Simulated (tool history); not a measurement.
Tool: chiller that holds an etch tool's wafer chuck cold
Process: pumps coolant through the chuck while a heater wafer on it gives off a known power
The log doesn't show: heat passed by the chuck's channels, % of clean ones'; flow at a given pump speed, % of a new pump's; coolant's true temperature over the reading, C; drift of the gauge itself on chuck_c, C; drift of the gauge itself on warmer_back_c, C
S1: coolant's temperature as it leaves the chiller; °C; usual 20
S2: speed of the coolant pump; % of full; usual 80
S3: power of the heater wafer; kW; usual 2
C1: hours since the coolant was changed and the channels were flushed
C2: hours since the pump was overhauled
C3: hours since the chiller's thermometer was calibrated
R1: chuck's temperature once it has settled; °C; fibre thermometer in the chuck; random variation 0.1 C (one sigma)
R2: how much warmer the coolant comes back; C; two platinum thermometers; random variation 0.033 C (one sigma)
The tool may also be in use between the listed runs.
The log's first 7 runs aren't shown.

{"run": 8, "hour": 235.6, "S1": 20, "S2": 80, "S3": 2, "C1": 189, "C2": 1000, "C3": 2009, "R1": 36.2, "R2": 4.31}
{"run": 9, "hour": 265.7, "S1": 20, "S2": 80, "S3": 2, "C1": 219, "C2": 1030, "C3": 2039, "R1": 36.3, "R2": 4.37}
{"run": 10, "hour": 285.2, "S1": 20, "S2": 80, "S3": 2, "C1": 238, "C2": 1049, "C3": 2058, "R1": 36.5, "R2": 4.4}
{"run": 11, "hour": 322.9, "S1": 20, "S2": 63, "S3": 2, "C1": 276, "C2": 1087, "C3": 2096, "R1": 39.9, "R2": 5.5}
{"run": 12, "hour": 354.2, "S1": 20, "S2": 63, "S3": 1.278, "C1": 307, "C2": 1118, "C3": 2127, "R1": 33, "R2": 3.51}
{"run": 13, "hour": 381.0, "S1": 20, "S2": 63, "S3": 1.278, "C1": 334, "C2": 1145, "C3": 2154, "R1": 32.9, "R2": 3.52}
{"run": 14, "hour": 399.2, "S1": 16, "S2": 80, "S3": 2, "C1": 352, "C2": 1163, "C3": 2172, "R1": 32.7, "R2": 4.46}
{"run": 15, "hour": 441.2, "S1": 20, "S2": 80, "S3": 2, "C1": 394, "C2": 1205, "C3": 2214, "R1": 36.6, "R2": 4.38}
{"run": 16, "hour": 482.2, "S1": 20, "S2": 80, "S3": 2, "C1": 435, "C2": 1246, "C3": 2256, "R1": 36.6, "R2": 4.46}
{"run": 17, "hour": 501.7, "S1": 26, "S2": 69, "S3": 2.102, "C1": 455, "C2": 1266, "C3": 2275, "R1": 45.7, "R2": 5.38}
{"run": 18, "hour": 544.1, "S1": 28, "S2": 79, "S3": 2.102, "C1": 497, "C2": 1308, "C3": 2317, "R1": 45.8, "R2": 4.65}
{"run": 19, "hour": 579.9, "S1": 25, "S2": 62, "S3": 2.317, "C1": 533, "C2": 1344, "C3": 2353, "R1": 48.8, "R2": 6.58}
{"run": 20, "hour": 621.4, "S1": 20, "S2": 88, "S3": 2.291, "C1": 574, "C2": 1385, "C3": 2395, "R1": 37.7, "R2": 4.63}
{"run": 21, "hour": 663.1, "S1": 28, "S2": 61, "S3": 1.631, "C1": 616, "C2": 1427, "C3": 2436, "R1": 45.2, "R2": 4.72}
{"run": 22, "hour": 696.1, "S1": 28, "S2": 61, "S3": 1.631, "C1": 649, "C2": 1460, "C3": 2469, "R1": 45.2, "R2": 4.68}
{"run": 23, "hour": 734.1, "S1": 20, "S2": 95, "S3": 2, "C1": 687, "C2": 1498, "C3": 2507, "R1": 34.7, "R2": 3.72}
{"run": 24, "hour": 766.2, "S1": 11, "S2": 80, "S3": 2, "C1": 719, "C2": 1530, "C3": 2539, "R1": 28.2, "R2": 4.44}
{"run": 25, "hour": 793.1, "S1": 14, "S2": 88, "S3": 1.527, "C1": 746, "C2": 1557, "C3": 2566, "R1": 26.3, "R2": 3.12}
{"run": 26, "hour": 818.2, "S1": 19, "S2": 72, "S3": 2.186, "C1": 771, "C2": 1582, "C3": 2592, "R1": 39.3, "R2": 5.39}
{"run": 27, "hour": 843.0, "S1": 23, "S2": 95, "S3": 2.186, "C1": 796, "C2": 1607, "C3": 2616, "R1": 39.2, "R2": 4.06}
{"run": 28, "hour": 877.7, "S1": 10, "S2": 66, "S3": 2.186, "C1": 831, "C2": 1642, "C3": 2651, "R1": 32.1, "R2": 5.86}
{"run": 29, "hour": 907.0, "S1": 10, "S2": 66, "S3": 2.186, "C1": 860, "C2": 1671, "C3": 2680, "R1": 31.9, "R2": 5.82}
{"run": 30, "hour": 937.7, "S1": 10, "S2": 66, "S3": 2.186, "C1": 891, "C2": 1702, "C3": 2711, "R1": 32, "R2": 5.92}
{"run": 31, "hour": 970.2, "S1": 12, "S2": 77, "S3": 1.031, "C1": 923, "C2": 1734, "C3": 2744, "R1": 21.5, "R2": 2.38}

Forecast each of these 5 alternatives for the next run:
{"run": "A", "hour": 1009.8, "S1": 12, "S2": 99, "S3": 1.247, "C1": 963, "C2": 1774, "C3": 2783, "R1": "?", "R2": "?"}
{"run": "B", "hour": 1009.8, "S1": 11, "S2": 63, "S3": 1.976, "C1": 963, "C2": 1774, "C3": 2783, "R1": "?", "R2": "?"}
{"run": "C", "hour": 1009.8, "S1": 20, "S2": 95, "S3": 1.109, "C1": 963, "C2": 1774, "C3": 2783, "R1": "?", "R2": "?"}
{"run": "D", "hour": 1009.8, "S1": 15, "S2": 70, "S3": 2.439, "C1": 963, "C2": 1774, "C3": 2783, "R1": "?", "R2": "?"}
{"run": "E", "hour": 1009.8, "S1": 16, "S2": 97, "S3": 2.173, "C1": 963, "C2": 1774, "C3": 2783, "R1": "?", "R2": "?"}

run=A R1=21.3 R2=2.25
run=B R1=31.8 R2=5.56
run=C R1=28.6 R2=2.09
run=D R1=38.5 R2=6.18
run=E R1=32.3 R2=4
Without the tool's hidden state the same runs would have given:
run=A R1=20 R2=2.13
run=B R1=29.6 R2=5.28
run=C R1=27.3 R2=1.99
run=D R1=36.1 R2=5.87
run=E R1=30.5 R2=3.79

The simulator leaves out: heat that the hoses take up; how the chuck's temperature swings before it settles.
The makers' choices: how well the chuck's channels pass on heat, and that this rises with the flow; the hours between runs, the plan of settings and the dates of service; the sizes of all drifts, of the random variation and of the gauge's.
